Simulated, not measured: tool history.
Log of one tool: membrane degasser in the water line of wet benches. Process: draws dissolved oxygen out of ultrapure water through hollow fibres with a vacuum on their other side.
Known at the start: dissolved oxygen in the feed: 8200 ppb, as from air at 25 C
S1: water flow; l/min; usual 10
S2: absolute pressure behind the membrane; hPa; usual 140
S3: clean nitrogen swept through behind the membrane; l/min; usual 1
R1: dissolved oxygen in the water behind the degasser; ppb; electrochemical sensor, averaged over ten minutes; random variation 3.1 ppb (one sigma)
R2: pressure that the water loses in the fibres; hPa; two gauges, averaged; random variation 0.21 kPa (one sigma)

| run | hour | S1 | S2 | S3 | R1 | R2 |
|---|---|---|---|---|---|---|
| 1 | 0 | 10 | 140 | 1 | 306.3 | 501.6 |
| 2 | 113.6 | 10 | 140 | 1 | 301 | 507.1 |
| 3 | 195.1 | 10 | 140 | 1.47 | 230.5 | 508.7 |
| 4 | 290.3 | 10 | 140 | 1.47 | 228.6 | 504 |
| 5 | 399.7 | 10 | 140 | 1 | 299.3 | 504.8 |
| 6 | 496.7 | 10 | 140 | 1 | 308.4 | 503.1 |
| 7 | 604.9 | 10 | 140 | 1 | 309.2 | 503.7 |
| 8 | 665.3 | 10 | 140 | 1 | 307.6 | 507.4 |
| 9 | 723.3 | 10 | 140 | 1 | 304.8 | 500.9 |
| 10 | 824.7 | 10 | 140 | 1 | 303.7 | 503 |
|  | 877 | seals of the vacuum lines changed |
| 11 | 938.3 | 10 | 140 | 1 | 306.4 | 503.4 |
| 12 | 1019.6 | 10 | 140 | 1 | 302.8 | 503 |
| 13 | 1094 | 10 | 140 | 1 | 302.2 | 507 |
| 14 | 1194.7 | 10 | 140 | 1.14 | 279.6 | 503.7 |
| 15 | 1296.5 | 8 | 114 | 1 | 184.2 | 405.9 |
| 16 | 1381.5 | 9 | 96 | 1.59 | 131.9 | 456.2 |
| 17 | 1443.4 | 13 | 152 | 0.7 | 580.7 | 656.8 |
| 18 | 1517.1 | 7 | 207 | 0.5 | 551.7 | 354.5 |
| 19 | 1621.6 | 7 | 207 | 0.5 | 551.8 | 352.2 |
| 20 | 1671.3 | 10 | 295 | 0.41 | 1251.4 | 504.1 |
| 21 | 1738 | 10 | 158 | 1.33 | 278.4 | 504 |
| 22 | 1820.5 | 10 | 141 | 1.18 | 267.8 | 504.4 |
| 23 | 1873.3 | 10 | 141 | 1.18 | 272.2 | 504.1 |
| 24 | 1937.1 | 11 | 235 | 0.53 | 915.4 | 554.9 |
| 25 | 2047.1 | 14 | 97 | 2.19 | 223 | 711.1 |
| 26 | 2122.5 | 14 | 97 | 2.19 | 218.3 | 708.8 |
| 27 | 2219.1 | 14 | 97 | 2.19 | 219.3 | 702.2 |

Forecast each of these 4 alternatives for the next run:
| A | 2271.1 | 10 | 156 | 1.22 | ? | ? |
| B | 2271.1 | 14 | 288 | 0.85 | ? | ? |
| C | 2271.1 | 10 | 118 | 2.42 | ? | ? |
| D | 2271.1 | 6 | 195 | 0.99 | ? | ? |

| run | R1 | R2 |
|---|---|---|
| A | 290.5 | 503.9 |
| B | 978.4 | 702.8 |
| C | 143.7 | 504.4 |
| D | 249 | 304 |
Without the tool's hidden state the same runs would have given:
| run | R1 | R2 |
|---|---|---|
| A | 290.3 | 503.6 |
| B | 978 | 702.3 |
| C | 143.5 | 504.1 |
| D | 248.9 | 303.7 |
